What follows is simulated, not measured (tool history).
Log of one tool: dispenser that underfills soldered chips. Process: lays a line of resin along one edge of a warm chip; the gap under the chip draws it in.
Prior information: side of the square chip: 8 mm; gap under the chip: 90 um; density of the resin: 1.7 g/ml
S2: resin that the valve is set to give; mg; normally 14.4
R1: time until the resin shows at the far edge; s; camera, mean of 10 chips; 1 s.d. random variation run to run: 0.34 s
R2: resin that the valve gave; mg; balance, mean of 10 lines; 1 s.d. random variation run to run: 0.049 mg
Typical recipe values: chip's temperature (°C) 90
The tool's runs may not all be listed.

run 1 hour=0 | chip's_temperature_(°C)=90 S2=14.4 | R1=32.4 R2=14.17
run 2 hour=6.5 | chip's_temperature_(°C)=90 S2=14.4 | R1=20.4 R2=14.13
run 3 hour=10 | chip's_temperature_(°C)=90 S2=14.4 | R1=23.7 R2=14.1
run 4 hour=13.3 | chip's_temperature_(°C)=90 S2=14.4 | R1=29.3 R2=14.07
run 5 hour=19 | chip's_temperature_(°C)=90 S2=14.4 | R1=17 R2=14.09
run 6 hour=26 | chip's_temperature_(°C)=90 S2=14.4 | R1=25.8 R2=14.14
run 7 hour=28.9 | chip's_temperature_(°C)=99 S2=14.4 | R1=22.4 R2=13.97
run 8 hour=34.4 | chip's_temperature_(°C)=99 S2=14.4 | R1=13.1 R2=14.04
run 9 hour=38.6 | chip's_temperature_(°C)=90 S2=14.4 | R1=21.2 R2=14.08
run 10 hour=42.9 | chip's_temperature_(°C)=90 S2=14.4 | R1=26.1 R2=14.05
run 11 hour=50.2 | chip's_temperature_(°C)=90 S2=14.4 | R1=18.3 R2=13.98
run 12 hour=56.9 | chip's_temperature_(°C)=90 S2=14.4 | R1=25.9 R2=14
run 13 hour=62 | chip's_temperature_(°C)=90 S2=14.4 | R1=34.1 R2=14.04
run 14 hour=69.9 | chip's_temperature_(°C)=90 S2=14.4 | R1=22.2 R2=14.4
run 15 hour=76.8 | chip's_temperature_(°C)=90 S2=14.4 | R1=31.8 R2=14.34
run 16 hour=81.3 | chip's_temperature_(°C)=90 S2=14.4 | R1=17.8 R2=14.21
run 17 hour=87.4 | chip's_temperature_(°C)=90 S2=14.4 | R1=25.3 R2=14.24
run 18 hour=91.5 | chip's_temperature_(°C)=90 S2=14.4 | R1=31.9 R2=14.24
run 19 hour=97.7 | chip's_temperature_(°C)=77 S2=14.4 | R1=30.5 R2=14.29
run 20 hour=103.7 | chip's_temperature_(°C)=90 S2=15.6 | R1=27.6 R2=15.34
run 21 hour=108 | chip's_temperature_(°C)=90 S2=15.6 | R1=32.7 R2=15.38
run 22 hour=114.2 | chip's_temperature_(°C)=82 S2=15.1 | R1=26.8 R2=14.97
run 23 hour=118.3 | chip's_temperature_(°C)=101 S2=13.5 | R1=17.8 R2=13.32
run 24 hour=122.1 | chip's_temperature_(°C)=103 S2=17.1 | R1=20.2 R2=16.84
run 25 hour=126.3 | chip's_temperature_(°C)=98 S2=14.4 | R1=13.6 R2=14.21
run 26 hour=132.4 | chip's_temperature_(°C)=98 S2=12.3 | R1=19.9 R2=12.06
run 27 hour=135.3 | chip's_temperature_(°C)=90 S2=14.5 | R1=28.3 R2=14.37
run 28 hour=139.9 | chip's_temperature_(°C)=90 S2=14.5 | R1=36.9 R2=14.19
run 29 hour=144.9 | chip's_temperature_(°C)=97 S2=15.2 | R1=16.8 R2=14.86
run 30 hour=149.6 | chip's_temperature_(°C)=76 S2=17 | R1=44.8 R2=16.67
run 31 hour=154.2 | chip's_temperature_(°C)=76 S2=17 | R1=56.9 R2=16.59
run 32 hour=159.5 | chip's_temperature_(°C)=76 S2=17 | R1=32.5 R2=16.69
run 33 hour=164.3 | chip's_temperature_(°C)=86 S2=13.8 | R1=29.9 R2=13.42
run 34 hour=169.7 | chip's_temperature_(°C)=86 S2=13.8 | R1=42.2 R2=13.44
run 35 hour=175.1 | chip's_temperature_(°C)=86 S2=13.8 | R1=24.2 R2=13.45

Withheld: 13 entries from between the runs. Position of each, and hidden state at the listed run before versus the listed run after:
Between runs 1 and 2: new syringe of resin (hour 3.9)
  resin's viscosity, % of fresh resin's: 185.3 -> 115.1; dose that the valve gives, % of what is set: 98.41 -> 98.27; true chip temperature over the reading, C: -0.94 -> -0.97
  what was measured, less what the result would be without the hidden state, R1: +15.5 -> +3.3 s; R2: -0.23 -> -0.25 mg
Between runs 4 and 5: new syringe of resin (hour 19)
  resin's viscosity, % of fresh resin's: 166.4 -> 99.4; dose that the valve gives, % of what is set: 98.11 -> 97.98; true chip temperature over the reading, C: -1 -> -1.02
  what was measured, less what the result would be without the hidden state, R1: +12.3 -> +0.5 s; R2: -0.28 -> -0.29 mg
Between runs 7 and 8: new syringe of resin (hour 34.2)
  resin's viscosity, % of fresh resin's: 169.5 -> 98.3; dose that the valve gives, % of what is set: 97.74 -> 97.62; true chip temperature over the reading, C: -1.06 -> -1.09
  what was measured, less what the result would be without the hidden state, R1: +9.6 -> +0.2 s; R2: -0.32 -> -0.34 mg
Between runs 10 and 11: new syringe of resin (hour 49.3)
  resin's viscosity, % of fresh resin's: 155.8 -> 103.8; dose that the valve gives, % of what is set: 97.42 -> 97.26; true chip temperature over the reading, C: -1.13 -> -1.16
  what was measured, less what the result would be without the hidden state, R1: +10.2 -> +1.4 s; R2: -0.37 -> -0.39 mg
Between runs 13 and 14: new syringe of resin (hour 64.3); dispensing valve cleaned and set on the balance (hour 67.1)
  resin's viscosity, % of fresh resin's: 196.1 -> 128; dose that the valve gives, % of what is set: 97.01 -> 99.65; true chip temperature over the reading, C: -1.22 -> -1.25
  what was measured, less what the result would be without the hidden state, R1: +17.5 -> +5.5 s; R2: -0.43 -> -0.05 mg
Between runs 15 and 16: new syringe of resin (hour 80.4)
  resin's viscosity, % of fresh resin's: 185.6 -> 106.1; dose that the valve gives, % of what is set: 99.48 -> 99.37; true chip temperature over the reading, C: -1.28 -> -1.3
  what was measured, less what the result would be without the hidden state, R1: +15.3 -> +1.8 s; R2: -0.08 -> -0.09 mg
Between runs 18 and 19: new syringe of resin (hour 95.5)
  resin's viscosity, % of fresh resin's: 183.2 -> 111.6; dose that the valve gives, % of what is set: 99.13 -> 98.98; true chip temperature over the reading, C: -1.35 -> -1.37
  what was measured, less what the result would be without the hidden state, R1: +15.5 -> +4.5 s; R2: -0.12 -> -0.15 mg
Between runs 21 and 22: new syringe of resin (hour 110.9)
  resin's viscosity, % of fresh resin's: 194 -> 118.8; dose that the valve gives, % of what is set: 98.74 -> 98.6; true chip temperature over the reading, C: -1.42 -> -1.45
  what was measured, less what the result would be without the hidden state, R1: +16.7 -> +5.4 s; R2: -0.19 -> -0.21 mg
Between runs 24 and 25: new syringe of resin (hour 125.8)
  resin's viscosity, % of fresh resin's: 180.8 -> 101; dose that the valve gives, % of what is set: 98.43 -> 98.33; true chip temperature over the reading, C: -1.48 -> -1.5
  what was measured, less what the result would be without the hidden state, R1: +9.5 -> +0.8 s; R2: -0.27 -> -0.24 mg
Between runs 28 and 29: new syringe of resin (hour 141)
  resin's viscosity, % of fresh resin's: 209.2 -> 122.4; dose that the valve gives, % of what is set: 98.01 -> 97.9; true chip temperature over the reading, C: -1.56 -> -1.58
  what was measured, less what the result would be without the hidden state, R1: +20.1 -> +3.8 s; R2: -0.29 -> -0.32 mg
Between runs 31 and 32: new syringe of resin (hour 156.3)
  resin's viscosity, % of fresh resin's: 201.7 -> 117.9; dose that the valve gives, % of what is set: 97.68 -> 97.57; true chip temperature over the reading, C: -1.63 -> -1.65
  what was measured, less what the result would be without the hidden state, R1: +30.3 -> +6.6 s; R2: -0.39 -> -0.42 mg
Between runs 34 and 35: new syringe of resin (hour 171.5)
  resin's viscosity, % of fresh resin's: 203.9 -> 118.9; dose that the valve gives, % of what is set: 97.33 -> 97.21; true chip temperature over the reading, C: -1.7 -> -1.72
  what was measured, less what the result would be without the hidden state, R1: +22.6 -> +5.1 s; R2: -0.37 -> -0.38 mg

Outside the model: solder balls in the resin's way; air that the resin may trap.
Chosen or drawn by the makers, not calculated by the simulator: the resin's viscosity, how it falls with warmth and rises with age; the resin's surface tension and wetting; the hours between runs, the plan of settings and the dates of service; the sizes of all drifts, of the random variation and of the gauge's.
